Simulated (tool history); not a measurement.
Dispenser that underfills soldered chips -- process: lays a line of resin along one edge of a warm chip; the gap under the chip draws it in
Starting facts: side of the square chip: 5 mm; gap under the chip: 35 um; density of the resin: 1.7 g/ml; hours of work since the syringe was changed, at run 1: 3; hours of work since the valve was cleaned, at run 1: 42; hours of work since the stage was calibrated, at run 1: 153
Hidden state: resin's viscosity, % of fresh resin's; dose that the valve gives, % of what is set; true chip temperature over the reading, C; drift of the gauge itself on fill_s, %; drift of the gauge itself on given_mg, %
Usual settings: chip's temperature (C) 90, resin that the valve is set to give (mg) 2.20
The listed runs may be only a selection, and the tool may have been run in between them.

run	hour	chip's temperature (C)	resin that the valve is set to give (mg)	hours of work since the syringe was changed	hours of work since the valve was cleaned	hours of work since the stage was calibrated	time until the resin shows at the far edge (s)	resin that the valve gave (mg)
1	0.0	90	2.20	3	42	153	19.2	2.15
# hour 8.3: new syringe of resin
2	8.9	90	2.62	0	48	159	16.7	2.51
# hour 20.5: new syringe of resin
3	20.5	90	2.17	0	56	167	15.5	2.08
4	28.5	90	2.20	6	61	173	22.4	2.09
# hour 32.7: new syringe of resin
5	34.5	90	2.20	1	65	177	18.6	2.09
# hour 45.3: new syringe of resin
6	45.8	90	2.20	0	73	185	17.1	2.09
7	51.5	90	2.02	4	77	189	22.6	1.90
# hour 57.8: new syringe of resin
8	63.4	90	2.02	4	85	197	21.0	1.89
# hour 69.8: new syringe of resin
9	73.1	90	2.83	2	92	203	18.3	2.65
# hour 81.9: new syringe of resin
10	86.4	90	2.20	3	101	213	19.6	1.98
# hour 90.6: dispensing valve cleaned and set on the balance
# hour 96.0: new syringe of resin
11	98.6	90	2.20	2	5	220	18.1	2.20
12	106.9	90	2.20	8	11	226	25.9	2.20
# hour 108.3: new syringe of resin
13	117.3	90	2.22	6	18	233	23.7	2.17
# hour 120.2: new syringe of resin
14	125.0	90	2.22	3	24	238	19.7	2.24
# hour 132.1: new syringe of resin
15	137.6	90	2.22	4	32	247	20.7	2.10
# hour 144.5: new syringe of resin
16	149.4	82	2.20	3	40	255	29.1	2.13
# hour 156.7: new syringe of resin
17	157.4	90	2.20	1	46	261	16.4	2.10
18	163.8	92	2.20	5	50	265	20.2	2.07
# hour 169.2: new syringe of resin
19	173.7	82	2.78	3	57	272	28.2	2.64
# hour 181.1: new syringe of resin
20	182.3	86	2.23	1	63	278	20.9	2.21
# hour 193.1: new syringe of resin
21	193.1	90	2.45	0	70	285	16.2	2.33
22	199.1	90	2.45	4	75	289	21.5	2.32
# hour 205.1: new syringe of resin
23	210.7	90	2.45	4	83	297	20.8	2.29
# hour 217.4: new syringe of resin
24	217.9	103	2.38	0	87	302	9.6	2.18
25	225.2	97	2.89	5	93	307	15.6	2.68
# hour 230.2: new syringe of resin
26	238.4	82	2.89	6	102	316	32.3	2.67
# hour 242.5: dispensing valve cleaned and set on the balance
# hour 243.6: new syringe of resin
27	252.3	82	2.89	6	7	325	33.8	2.88
# hour 256.3: new syringe of resin
28	261.5	82	2.89	4	13	331	28.8	2.95
# hour 268.2: new syringe of resin
29	274.7	82	2.20	5	22	341	32.1	2.16
# hour 280.3: new syringe of resin
30	281.2	82	2.20	1	26	345	25.7	2.15
31	289.3	79	2.53	6	32	351	39.8	2.44
# hour 292.8: new syringe of resin
32	295.3	79	2.53	2	36	355	30.8	2.44
33	303.1	94	2.23	7	42	360	22.0	2.16
# hour 305.7: new syringe of resin
34	309.6	92	2.61	3	46	365	17.3	2.51
# hour 317.8: new syringe of resin
35	319.3	77	2.51	1	53	371	32.8	2.46

How the hidden state differs across the entries between the runs, from the last listed run before each to the first after it:
Logged between run 1 and run 2: new syringe of resin (hour 8.3)
  resin's viscosity, % of fresh resin's: 121.3 -> 102.6; dose that the valve gives, % of what is set: 96.74 -> 96.28; true chip temperature over the reading, C: -0.54 -> -0.57
  measured value less the no-hidden-state value, time until the resin shows at the far edge (s): +3.9 -> +0.8; resin that the valve gave (mg): -0.07 -> -0.10
Logged between run 2 and run 3: new syringe of resin (hour 20.5)
  resin's viscosity, % of fresh resin's: 102.6 -> 99.7; dose that the valve gives, % of what is set: 96.28 -> 95.65; true chip temperature over the reading, C: -0.57 -> -0.59
  measured value less the no-hidden-state value, time until the resin shows at the far edge (s): +0.8 -> +0.5; resin that the valve gave (mg): -0.10 -> -0.09
Logged between run 4 and run 5: new syringe of resin (hour 32.7)
  resin's viscosity, % of fresh resin's: 140.4 -> 108.5; dose that the valve gives, % of what is set: 95.19 -> 94.91; true chip temperature over the reading, C: -0.62 -> -0.63
  measured value less the no-hidden-state value, time until the resin shows at the far edge (s): +7.2 -> +2.1; resin that the valve gave (mg): -0.11 -> -0.11
Logged between run 5 and run 6: new syringe of resin (hour 45.3)
  resin's viscosity, % of fresh resin's: 108.5 -> 102.6; dose that the valve gives, % of what is set: 94.91 -> 94.3; true chip temperature over the reading, C: -0.63 -> -0.66
  measured value less the no-hidden-state value, time until the resin shows at the far edge (s): +2.1 -> +1.1; resin that the valve gave (mg): -0.11 -> -0.12
Logged between run 7 and run 8: new syringe of resin (hour 57.8)
  resin's viscosity, % of fresh resin's: 130.9 -> 124.9; dose that the valve gives, % of what is set: 93.96 -> 93.32; true chip temperature over the reading, C: -0.67 -> -0.7
  measured value less the no-hidden-state value, time until the resin shows at the far edge (s): +6.0 -> +5.1; resin that the valve gave (mg): -0.12 -> -0.14
Logged between run 8 and run 9: new syringe of resin (hour 69.8)
  resin's viscosity, % of fresh resin's: 124.9 -> 113.4; dose that the valve gives, % of what is set: 93.32 -> 92.79; true chip temperature over the reading, C: -0.7 -> -0.73
  measured value less the no-hidden-state value, time until the resin shows at the far edge (s): +5.1 -> +2.7; resin that the valve gave (mg): -0.14 -> -0.20
Logged between run 9 and run 10: new syringe of resin (hour 81.9)
  resin's viscosity, % of fresh resin's: 113.4 -> 120.8; dose that the valve gives, % of what is set: 92.79 -> 92.07; true chip temperature over the reading, C: -0.73 -> -0.76
  measured value less the no-hidden-state value, time until the resin shows at the far edge (s): +2.7 -> +4.2; resin that the valve gave (mg): -0.20 -> -0.17
Logged between run 10 and run 11: dispensing valve cleaned and set on the balance (hour 90.6); new syringe of resin (hour 96.0)
  resin's viscosity, % of fresh resin's: 120.8 -> 111.5; dose that the valve gives, % of what is set: 92.07 -> 99.51; true chip temperature over the reading, C: -0.76 -> -0.79
  measured value less the no-hidden-state value, time until the resin shows at the far edge (s): +4.2 -> +2.5; resin that the valve gave (mg): -0.17 -> -0.01
Logged between run 12 and run 13: new syringe of resin (hour 108.3)
  resin's viscosity, % of fresh resin's: 158.6 -> 145.6; dose that the valve gives, % of what is set: 99.05 -> 98.51; true chip temperature over the reading, C: -0.81 -> -0.84
  measured value less the no-hidden-state value, time until the resin shows at the far edge (s): +10.2 -> +7.9; resin that the valve gave (mg): -0.02 -> -0.04
Logged between run 13 and run 14: new syringe of resin (hour 120.2)
  resin's viscosity, % of fresh resin's: 145.6 -> 122.4; dose that the valve gives, % of what is set: 98.51 -> 98.14; true chip temperature over the reading, C: -0.84 -> -0.86
  measured value less the no-hidden-state value, time until the resin shows at the far edge (s): +7.9 -> +4.3; resin that the valve gave (mg): -0.04 -> -0.04
Logged between run 14 and run 15: new syringe of resin (hour 132.1)
  resin's viscosity, % of fresh resin's: 122.4 -> 127.3; dose that the valve gives, % of what is set: 98.14 -> 97.47; true chip temperature over the reading, C: -0.86 -> -0.89
  measured value less the no-hidden-state value, time until the resin shows at the far edge (s): +4.3 -> +5.2; resin that the valve gave (mg): -0.04 -> -0.06
Logged between run 15 and run 16: new syringe of resin (hour 144.5)
  resin's viscosity, % of fresh resin's: 127.3 -> 122.3; dose that the valve gives, % of what is set: 97.47 -> 96.88; true chip temperature over the reading, C: -0.89 -> -0.92
  measured value less the no-hidden-state value, time until the resin shows at the far edge (s): +5.2 -> +6.4; resin that the valve gave (mg): -0.06 -> -0.07
Logged between run 16 and run 17: new syringe of resin (hour 156.7)
  resin's viscosity, % of fresh resin's: 122.3 -> 102; dose that the valve gives, % of what is set: 96.88 -> 96.48; true chip temperature over the reading, C: -0.92 -> -0.94
  measured value less the no-hidden-state value, time until the resin shows at the far edge (s): +6.4 -> +1.1; resin that the valve gave (mg): -0.07 -> -0.07
Logged between run 18 and run 19: new syringe of resin (hour 169.2)
  resin's viscosity, % of fresh resin's: 134.1 -> 121.9; dose that the valve gives, % of what is set: 96.11 -> 95.61; true chip temperature over the reading, C: -0.96 -> -0.99
  measured value less the no-hidden-state value, time until the resin shows at the far edge (s): +5.7 -> +6.2; resin that the valve gave (mg): -0.08 -> -0.12
Logged between run 19 and run 20: new syringe of resin (hour 181.1)
  resin's viscosity, % of fresh resin's: 121.9 -> 105.7; dose that the valve gives, % of what is set: 95.61 -> 95.2; true chip temperature over the reading, C: -0.99 -> -1.01
  measured value less the no-hidden-state value, time until the resin shows at the far edge (s): +6.2 -> +2.2; resin that the valve gave (mg): -0.12 -> -0.10
Logged between run 20 and run 21: new syringe of resin (hour 193.1)
  resin's viscosity, % of fresh resin's: 105.7 -> 101.6; dose that the valve gives, % of what is set: 95.2 -> 94.62; true chip temperature over the reading, C: -1.01 -> -1.03
  measured value less the no-hidden-state value, time until the resin shows at the far edge (s): +2.2 -> +1.1; resin that the valve gave (mg): -0.10 -> -0.13
Logged between run 22 and run 23: new syringe of resin (hour 205.1)
  resin's viscosity, % of fresh resin's: 130.8 -> 127; dose that the valve gives, % of what is set: 94.29 -> 93.71; true chip temperature over the reading, C: -1.05 -> -1.08
  measured value less the no-hidden-state value, time until the resin shows at the far edge (s): +5.9 -> +5.3; resin that the valve gave (mg): -0.14 -> -0.16
Logged between run 23 and run 24: new syringe of resin (hour 217.4)
  resin's viscosity, % of fresh resin's: 127 -> 102.2; dose that the valve gives, % of what is set: 93.71 -> 93.33; true chip temperature over the reading, C: -1.08 -> -1.1
  measured value less the no-hidden-state value, time until the resin shows at the far edge (s): +5.3 -> +0.7; resin that the valve gave (mg): -0.16 -> -0.16
Logged between run 25 and run 26: new syringe of resin (hour 230.2)
  resin's viscosity, % of fresh resin's: 139.2 -> 139.1; dose that the valve gives, % of what is set: 92.93 -> 92.24; true chip temperature over the reading, C: -1.12 -> -1.15
  measured value less the no-hidden-state value, time until the resin shows at the far edge (s): +5.1 -> +10.4; resin that the valve gave (mg): -0.20 -> -0.22
Logged between run 26 and run 27: dispensing valve cleaned and set on the balance (hour 242.5); new syringe of resin (hour 243.6)
  resin's viscosity, % of fresh resin's: 139.1 -> 144.1; dose that the valve gives, % of what is set: 92.24 -> 99.39; true chip temperature over the reading, C: -1.15 -> -1.19
  measured value less the no-hidden-state value, time until the resin shows at the far edge (s): +10.4 -> +11.5; resin that the valve gave (mg): -0.22 -> -0.02
Logged between run 27 and run 28: new syringe of resin (hour 256.3)
  resin's viscosity, % of fresh resin's: 144.1 -> 120.9; dose that the valve gives, % of what is set: 99.39 -> 98.91; true chip temperature over the reading, C: -1.19 -> -1.21
  measured value less the no-hidden-state value, time until the resin shows at the far edge (s): +11.5 -> +6.3; resin that the valve gave (mg): -0.02 -> -0.03
Logged between run 28 and run 29: new syringe of resin (hour 268.2)
  resin's viscosity, % of fresh resin's: 120.9 -> 129.6; dose that the valve gives, % of what is set: 98.91 -> 98.17; true chip temperature over the reading, C: -1.21 -> -1.24
  measured value less the no-hidden-state value, time until the resin shows at the far edge (s): +6.3 -> +8.8; resin that the valve gave (mg): -0.03 -> -0.04
Logged between run 29 and run 30: new syringe of resin (hour 280.3)
  resin's viscosity, % of fresh resin's: 129.6 -> 102.1; dose that the valve gives, % of what is set: 98.17 -> 97.84; true chip temperature over the reading, C: -1.24 -> -1.26
  measured value less the no-hidden-state value, time until the resin shows at the far edge (s): +8.8 -> +2.0; resin that the valve gave (mg): -0.04 -> -0.05
Logged between run 31 and run 32: new syringe of resin (hour 292.8)
  resin's viscosity, % of fresh resin's: 144.2 -> 112.1; dose that the valve gives, % of what is set: 97.39 -> 97.13; true chip temperature over the reading, C: -1.28 -> -1.3
  measured value less the no-hidden-state value, time until the resin shows at the far edge (s): +14.0 -> +5.1; resin that the valve gave (mg): -0.06 -> -0.07
Logged between run 33 and run 34: new syringe of resin (hour 305.7)
  resin's viscosity, % of fresh resin's: 156.1 -> 116.6; dose that the valve gives, % of what is set: 96.73 -> 96.41; true chip temperature over the reading, C: -1.32 -> -1.33
  measured value less the no-hidden-state value, time until the resin shows at the far edge (s): +8.7 -> +3.4; resin that the valve gave (mg): -0.07 -> -0.10
Logged between run 34 and run 35: new syringe of resin (hour 317.8)
  resin's viscosity, % of fresh resin's: 116.6 -> 107.4; dose that the valve gives, % of what is set: 96.41 -> 95.9; true chip temperature over the reading, C: -1.33 -> -1.36
  measured value less the no-hidden-state value, time until the resin shows at the far edge (s): +3.4 -> +4.4; resin that the valve gave (mg): -0.10 -> -0.10
